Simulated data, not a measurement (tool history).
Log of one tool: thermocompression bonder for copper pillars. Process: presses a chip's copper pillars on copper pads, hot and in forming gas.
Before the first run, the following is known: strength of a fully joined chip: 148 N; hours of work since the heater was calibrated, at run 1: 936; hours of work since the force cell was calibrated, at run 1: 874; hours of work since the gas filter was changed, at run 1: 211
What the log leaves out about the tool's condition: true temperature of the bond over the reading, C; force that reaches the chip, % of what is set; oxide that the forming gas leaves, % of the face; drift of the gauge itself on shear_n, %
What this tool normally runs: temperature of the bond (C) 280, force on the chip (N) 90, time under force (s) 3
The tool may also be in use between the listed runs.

run,day,temperature of the bond (C),force on the chip (N),time under force (s),hours of work since the heater was calibrated,hours of work since the force cell was calibrated,hours of work since the gas filter was changed,force that shears a chip off (N)
1,0,280,90,3,936,874,211,69.3
# day 0.321: force cell calibrated
2,2.138,280,90,3,963,23,238,65.4
3,4.129,280,65,3,988,49,263,46.2
4,5.388,280,65,3,1004,65,279,46.2
5,6.95,280,65,3,1024,85,300,45.8
# day 8.321: forming gas filter changed
6,9.579,280,65,3,1058,119,16,49.6
7,12.296,280,65,3,1093,154,51,49.9
8,13.596,280,90,3,1110,170,68,69
9,14.8,280,90,3,1125,186,83,69.3
10,17.017,280,90,3,1153,214,112,69.2
11,19.342,280,90,3,1183,244,142,68.6
# day 19.592: heater calibrated with a thermocouple chip
12,21.092,280,90,3,19,265,163,70
13,23.279,280,90,4,47,294,191,76.1
14,24.467,280,90,4,63,309,206,76.5
15,26.688,280,90,3,91,337,235,68.8
# day 27.371: heater calibrated with a thermocouple chip, once more
16,28.112,280,90,3,10,355,252,62.7
17,29.604,280,90,3,29,374,271,62.4
18,30.854,280,90,3,45,390,287,62.5
# day 33.167: forming gas filter changed
19,33.375,280,90,3,77,422,3,68
20,35.292,280,90,3,101,447,27,68.1
21,36.717,301,114,5,120,465,46,113.7
22,39.392,263,92,5,154,499,80,67.6
23,40.704,305,93,2,171,516,97,78.3
24,42.396,254,90,2,193,538,119,40.8
25,44.554,306,58,3,220,566,146,56.9
26,47.346,269,90,5,256,601,182,69.9
27,49.283,280,86,6,281,626,207,79.7
28,51.821,275,103,6,314,659,240,87.4
29,53.267,297,90,3,332,677,258,77.5
30,54.825,255,90,2,352,697,278,40.2
31,56.8,258,100,2,378,723,304,47.5
# day 57.942: forming gas filter changed
32,58.654,258,72,4,401,746,9,46.9
33,60,258,72,4,419,764,26,47
34,61.504,258,72,4,438,783,46,46.7
35,64.275,258,72,4,473,819,81,46.7
36,66.108,280,95,7,497,842,105,95.2
37,68.088,273,62,3,523,868,130,42.5
# day 68.958: force cell calibrated
38,70.458,269,90,3,552,19,160,57.3
39,73.271,269,90,3,588,55,196,57

Hidden state or all else? Some run-to-run changes of force that shears a chip off (N), split into what the settings, what came in and random variation would give without the hidden state, and what is left for the hidden state (with any gauge scatter that isn't in both results):
Run 15 -> 16: heater calibrated with a thermocouple chip, once more. force that shears a chip off (N) -6.1: hidden state -5.8, all else -0.3.
Run 18 -> 19: forming gas filter changed. force that shears a chip off (N) +5.5: hidden state +6, all else -0.5.
Run 21 -> 22: temperature of the bond (C) 301 -> 263, force on the chip (N) 114 -> 92. force that shears a chip off (N) -46.1: hidden state +0.2, all else -46.3.
Run 31 -> 32: force on the chip (N) 100 -> 72, time under force (s) 2 -> 4, forming gas filter changed. force that shears a chip off (N) -0.6: hidden state +4.3, all else -4.9.
Run 35 -> 36: temperature of the bond (C) 258 -> 280, force on the chip (N) 72 -> 95, time under force (s) 4 -> 7. force that shears a chip off (N) +48.5: hidden state -0.2, all else +48.7.
Run 36 -> 37: temperature of the bond (C) 280 -> 273, force on the chip (N) 95 -> 62, time under force (s) 7 -> 3. force that shears a chip off (N) -52.7: hidden state -0.4, all else -52.3.
